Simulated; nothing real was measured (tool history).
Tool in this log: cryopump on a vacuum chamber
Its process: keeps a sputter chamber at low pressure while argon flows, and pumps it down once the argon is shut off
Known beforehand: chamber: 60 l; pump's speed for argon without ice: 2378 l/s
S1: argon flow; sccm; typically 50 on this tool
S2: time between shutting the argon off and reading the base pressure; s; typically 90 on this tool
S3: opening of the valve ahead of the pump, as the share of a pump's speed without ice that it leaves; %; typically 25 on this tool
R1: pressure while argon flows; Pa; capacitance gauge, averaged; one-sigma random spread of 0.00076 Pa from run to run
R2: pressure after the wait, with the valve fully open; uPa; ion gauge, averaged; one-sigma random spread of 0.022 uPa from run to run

| run | hour | S1 | S2 | S3 | R1 | R2 |
|---|---|---|---|---|---|---|
| 1 | 0 | 50 | 90 | 25 | 0.1451 | 1.67 |
| 2 | 38.7 | 50 | 21 | 25 | 0.1451 | 3.27 |
| 3 | 80.2 | 50 | 90 | 25 | 0.1444 | 1.7 |
| 4 | 119.1 | 50 | 90 | 25 | 0.1449 | 1.8 |
| 5 | 144.8 | 50 | 174 | 25 | 0.1468 | 1.62 |
| 6 | 170.1 | 50 | 174 | 25 | 0.146 | 1.65 |
| 7 | 205.3 | 50 | 174 | 25 | 0.1471 | 1.64 |
| 8 | 242.6 | 50 | 90 | 25 | 0.1457 | 1.91 |
| 9 | 269.6 | 50 | 90 | 25 | 0.1467 | 1.94 |
| 10 | 308.2 | 50 | 90 | 25 | 0.147 | 1.97 |
| 11 | 329.2 | 50 | 90 | 25 | 0.1466 | 2 |
| 12 | 354.5 | 42 | 90 | 25 | 0.1246 | 2.03 |
| 13 | 372 | 42 | 90 | 25 | 0.1248 | 2.04 |
| 14 | 394.9 | 50 | 90 | 25 | 0.1494 | 2.11 |
| 15 | 411.7 | 50 | 90 | 25 | 0.1487 | 2.11 |
| 16 | 446.4 | 93 | 90 | 25 | 0.276 | 2.11 |
| 17 | 465.3 | 50 | 90 | 25 | 0.1501 | 2.12 |
| 18 | 488.1 | 50 | 90 | 25 | 0.1498 | 2.19 |
| 19 | 523.5 | 50 | 90 | 36 | 0.1057 | 2.22 |
| 20 | 547.8 | 44 | 168 | 18 | 0.1804 | 2.06 |
| 21 | 574.1 | 62 | 22 | 34 | 0.1393 | 3.76 |
| 22 | 592.4 | 22 | 90 | 19 | 0.0862 | 2.32 |
|  | 612.9 | pump warmed up, emptied and cooled again |
| 23 | 615.6 | 29 | 242 | 15 | 0.1369 | 1.75 |
| 24 | 652.3 | 29 | 242 | 15 | 0.1374 | 1.7 |
| 25 | 671.1 | 29 | 101 | 15 | 0.1392 | 1.95 |
|  | 686.9 | leaking fittings of the chamber tightened, without venting |
| 26 | 696.9 | 30 | 57 | 15 | 0.1429 | 0.91 |
| 27 | 734.8 | 30 | 57 | 15 | 0.1439 | 0.96 |
| 28 | 774.3 | 57 | 63 | 27 | 0.1515 | 0.89 |
| 29 | 792.1 | 36 | 64 | 25 | 0.103 | 0.9 |
| 30 | 815.5 | 22 | 64 | 30 | 0.0526 | 0.86 |
| 31 | 841.6 | 79 | 90 | 26 | 0.2192 | 0.76 |
| 32 | 874.6 | 74 | 33 | 25 | 0.213 | 1.58 |
| 33 | 905.2 | 55 | 33 | 25 | 0.1585 | 1.54 |
| 34 | 946.2 | 41 | 80 | 55 | 0.0563 | 0.83 |
| 35 | 972 | 84 | 250 | 55 | 0.1147 | 0.51 |

Below, each run's measurement less what the same run would have read without the hidden state. Both values contain the same run-to-run variation, but the gauge's scatter may not be the same in both:
The tool's hidden condition here consists of: pump's speed, % of a pump's without ice; cold plate's temperature, K; leak into the chamber, uPa l/s; drift of the gauge itself on working_pa, %; drift of the gauge itself on base_upa, %.
| run | R1 | R2 |
|---|---|---|
| 1 | +0.0024 | +1.07 |
| 2 | +0.0027 | +1.13 |
| 3 | +0.0031 | +1.14 |
| 4 | +0.0035 | +1.21 |
| 5 | +0.0037 | +1.21 |
| 6 | +0.0039 | +1.27 |
| 7 | +0.0043 | +1.28 |
| 8 | +0.0047 | +1.3 |
| 9 | +0.0049 | +1.34 |
| 10 | +0.0053 | +1.37 |
| 11 | +0.0056 | +1.4 |
| 12 | +0.0049 | +1.44 |
| 13 | +0.0051 | +1.44 |
| 14 | +0.0063 | +1.46 |
| 15 | +0.0064 | +1.5 |
| 16 | +0.0127 | +1.5 |
| 17 | +0.0071 | +1.54 |
| 18 | +0.0073 | +1.58 |
| 19 | +0.0077 | +1.6 |
| 20 | +0.007 | +1.66 |
| 21 | +0.0104 | +1.69 |
| 22 | +0.0038 | +1.73 |
| 23 | +0.0003 | +1.39 |
| 24 | +0.0005 | +1.42 |
| 25 | +0.0005 | +1.41 |
| 26 | +0.0007 | +0.03 |
| 27 | +0.0009 | +0.04 |
| 28 | +0.0021 | +0.07 |
| 29 | +0.0014 | +0.08 |
| 30 | +0.0009 | +0.09 |
| 31 | +0.0038 | +0.11 |
| 32 | +0.004 | +0.13 |
| 33 | +0.0033 | +0.14 |
| 34 | +0.0028 | +0.17 |
| 35 | +0.0061 | +0.2 |

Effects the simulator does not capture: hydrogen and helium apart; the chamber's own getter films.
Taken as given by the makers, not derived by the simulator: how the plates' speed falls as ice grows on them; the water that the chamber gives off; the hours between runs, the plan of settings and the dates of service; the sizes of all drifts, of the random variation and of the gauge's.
